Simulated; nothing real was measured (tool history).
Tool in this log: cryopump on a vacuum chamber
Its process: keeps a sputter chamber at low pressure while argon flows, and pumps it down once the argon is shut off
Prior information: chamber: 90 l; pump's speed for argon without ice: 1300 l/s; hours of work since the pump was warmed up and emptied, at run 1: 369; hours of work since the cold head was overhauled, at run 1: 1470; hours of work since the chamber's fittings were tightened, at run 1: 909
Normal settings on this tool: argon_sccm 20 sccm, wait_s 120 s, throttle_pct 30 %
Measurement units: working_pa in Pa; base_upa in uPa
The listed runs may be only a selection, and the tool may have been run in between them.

run   hour  argon_sccm  wait_s  throttle_pct  hours of work since the pump was warmed up and emptied  hours of work since the cold head was overhauled  hours of work since the chamber's fittings were tightened  working_pa  base_upa
  1      0          20     120            30                                                     369                                              1470                                                        909      0.0896      1.85
  2   47.2          20     120            30                                                     410                                              1511                                                        949      0.0894      1.89
  3   82.6          12     120            30                                                     440                                              1542                                                        980      0.0538      1.89
  4  116.9          20      67            30                                                     470                                              1571                                                       1010      0.0895      2.67
  5  154.2          20      67            30                                                     502                                              1604                                                       1042        0.09      2.63
  6    193          20      33            30                                                     535                                              1637                                                       1075      0.0895      4.17

Estimate the outcome of run 7 from the log above:
  7  227.4          20     231            17                                                     565                                              1667                                                       1105           ?         ?

working_pa: 0.1563 Pa
base_upa: 1.68 uPa
Minus the tool's unlogged condition, the same run would have read working_pa 0.1527 Pa, base_upa 0.65 uPa.
